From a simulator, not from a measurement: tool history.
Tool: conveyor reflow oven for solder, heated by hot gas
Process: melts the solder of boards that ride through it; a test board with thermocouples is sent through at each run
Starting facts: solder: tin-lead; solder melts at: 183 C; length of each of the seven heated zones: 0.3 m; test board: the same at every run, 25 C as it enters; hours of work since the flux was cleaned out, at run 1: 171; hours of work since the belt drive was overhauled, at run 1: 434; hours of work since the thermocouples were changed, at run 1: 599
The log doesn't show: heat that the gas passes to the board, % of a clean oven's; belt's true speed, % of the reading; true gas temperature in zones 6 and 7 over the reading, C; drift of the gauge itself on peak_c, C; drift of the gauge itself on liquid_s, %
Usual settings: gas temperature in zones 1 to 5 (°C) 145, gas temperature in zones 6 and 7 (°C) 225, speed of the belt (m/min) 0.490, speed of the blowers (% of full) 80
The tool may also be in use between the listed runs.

run,hour,gas temperature in zones 1 to 5 (°C),gas temperature in zones 6 and 7 (°C),speed of the belt (m/min),speed of the blowers (% of full),hours of work since the flux was cleaned out,hours of work since the belt drive was overhauled,hours of work since the thermocouples were changed,highest temperature of the board (°C),time above the solder's melting point (s)
1,0.0,145,225,0.490,80,171,434,599,213.7,56.6
2,31.5,145,225,0.490,80,192,455,620,214.1,56.8
# hour 41.2: flux residue cleaned out of gas plates and filters
3,75.1,145,225,0.490,80,23,481,646,214.8,57.8
4,109.4,145,225,0.490,80,46,504,669,214.9,57.5
5,158.8,145,225,0.490,62,79,537,702,211.4,53.8
6,207.1,145,225,0.490,62,111,569,734,211.3,53.6
7,233.4,145,225,0.490,62,129,587,752,211.3,53.5
8,294.8,145,221,0.490,80,170,628,793,210.9,54.4
# hour 335.0: flux residue cleaned out of gas plates and filters
9,352.7,145,225,0.490,80,12,664,828,215.7,58.2
# hour 382.6: thermocouples of zones 6 and 7 changed
10,399.7,145,225,0.490,80,42,694,11,212.8,56.4
11,445.8,145,225,0.490,72,73,725,42,211.4,54.8
12,504.8,145,217,0.490,80,112,764,82,205.6,49.9
13,543.9,145,225,0.490,80,139,790,108,212.6,56.2
14,588.8,145,225,0.490,80,169,821,138,212.6,56.2
# hour 629.4: flux residue cleaned out of gas plates and filters
15,636.6,145,225,0.490,80,5,849,167,213.5,57.4
16,665.0,145,225,0.490,80,24,868,186,213.6,57.2
17,702.5,158,224,0.532,61,49,893,211,209.6,53.6
18,757.7,158,224,0.532,61,86,930,248,209.6,53.7
19,798.8,151,223,0.525,61,113,958,276,207.4,49.0
# hour 805.6: belt drive overhauled, speed set with a stopwatch
20,839.0,135,225,0.490,78,138,22,300,211.7,52.7
21,870.7,160,225,0.490,73,159,44,321,214.9,66.1
# hour 925.7: flux residue cleaned out of gas plates and filters
22,927.2,145,233,0.490,81,1,78,356,221.6,63.8
23,963.4,145,233,0.490,81,25,102,380,221.4,63.8
24,1012.9,145,225,0.490,65,58,136,413,211.7,56.1
25,1064.0,145,225,0.490,65,93,170,447,212.0,55.8
26,1091.0,141,232,0.416,80,111,188,465,223.6,76.2
# hour 1112.4: belt drive overhauled, speed set with a stopwatch, once more
27,1151.7,151,225,0.506,80,149,26,503,213.0,55.1
28,1192.7,144,222,0.568,68,176,54,531,203.2,36.7
# hour 1224.6: flux residue cleaned out of gas plates and filters
29,1224.9,144,222,0.568,68,0,72,549,204.6,38.4

What differs in the tool's unlogged condition from the final listed run ahead of each entry between runs to the first listed run following it?
Run 2 -> run 3: flux residue cleaned out of gas plates and filters (hour 41.2)
  heat that the gas passes to the board, % of a clean oven's: 94.8 -> 98.9; belt's true speed, % of the reading: 98.46 -> 98.39; true gas temperature in zones 6 and 7 over the reading, C: 2.06 -> 2.12
  difference, measured minus the result without the unlogged condition, highest temperature of the board (°C): +1.1 -> +2.1; time above the solder's melting point (s): +1.5 -> +2.5
Run 8 -> run 9: flux residue cleaned out of gas plates and filters (hour 335.0)
  heat that the gas passes to the board, % of a clean oven's: 94.9 -> 99.6; belt's true speed, % of the reading: 97.96 -> 97.86; true gas temperature in zones 6 and 7 over the reading, C: 2.43 -> 2.5
  difference, measured minus the result without the unlogged condition, highest temperature of the board (°C): +1.6 -> +2.7; time above the solder's melting point (s): +2.2 -> +3.4
Run 9 -> run 10: thermocouples of zones 6 and 7 changed (hour 382.6)
  heat that the gas passes to the board, % of a clean oven's: 99.6 -> 98.7; belt's true speed, % of the reading: 97.86 -> 97.77; true gas temperature in zones 6 and 7 over the reading, C: 2.5 -> -0.24
  difference, measured minus the result without the unlogged condition, highest temperature of the board (°C): +2.7 -> +0.1; time above the solder's melting point (s): +3.4 -> +1.5
Run 14 -> run 15: flux residue cleaned out of gas plates and filters (hour 629.4)
  heat that the gas passes to the board, % of a clean oven's: 95.3 -> 99.8; belt's true speed, % of the reading: 97.39 -> 97.3; true gas temperature in zones 6 and 7 over the reading, C: 0.04 -> 0.1
  difference, measured minus the result without the unlogged condition, highest temperature of the board (°C): -0.3 -> +0.7; time above the solder's melting point (s): +1.1 -> +2.3
Run 19 -> run 20: belt drive overhauled, speed set with a stopwatch (hour 805.6)
  heat that the gas passes to the board, % of a clean oven's: 96.8 -> 96.2; belt's true speed, % of the reading: 96.97 -> 95.63; true gas temperature in zones 6 and 7 over the reading, C: 0.34 -> 0.4
  difference, measured minus the result without the unlogged condition, highest temperature of the board (°C): +0.5 -> +0.8; time above the solder's melting point (s): +2.1 -> +3.0
Run 21 -> run 22: flux residue cleaned out of gas plates and filters (hour 925.7)
  heat that the gas passes to the board, % of a clean oven's: 95.6 -> 99.3; belt's true speed, % of the reading: 95.57 -> 95.46; true gas temperature in zones 6 and 7 over the reading, C: 0.44 -> 0.52
  difference, measured minus the result without the unlogged condition, highest temperature of the board (°C): +0.6 -> +1.5; time above the solder's melting point (s): +3.4 -> +4.0
Run 26 -> run 27: belt drive overhauled, speed set with a stopwatch, once more (hour 1112.4)
  heat that the gas passes to the board, % of a clean oven's: 96.3 -> 95.3; belt's true speed, % of the reading: 95.14 -> 99.96; true gas temperature in zones 6 and 7 over the reading, C: 0.75 -> 0.83
  difference, measured minus the result without the unlogged condition, highest temperature of the board (°C): +1.1 -> -0.2; time above the solder's melting point (s): +4.6 -> -0.5
Run 28 -> run 29: flux residue cleaned out of gas plates and filters (hour 1224.6)
  heat that the gas passes to the board, % of a clean oven's: 94.6 -> 99.3; belt's true speed, % of the reading: 99.88 -> 99.82; true gas temperature in zones 6 and 7 over the reading, C: 0.9 -> 0.93
  difference, measured minus the result without the unlogged condition, highest temperature of the board (°C): -0.5 -> +0.6; time above the solder's melting point (s): -0.9 -> +0.7
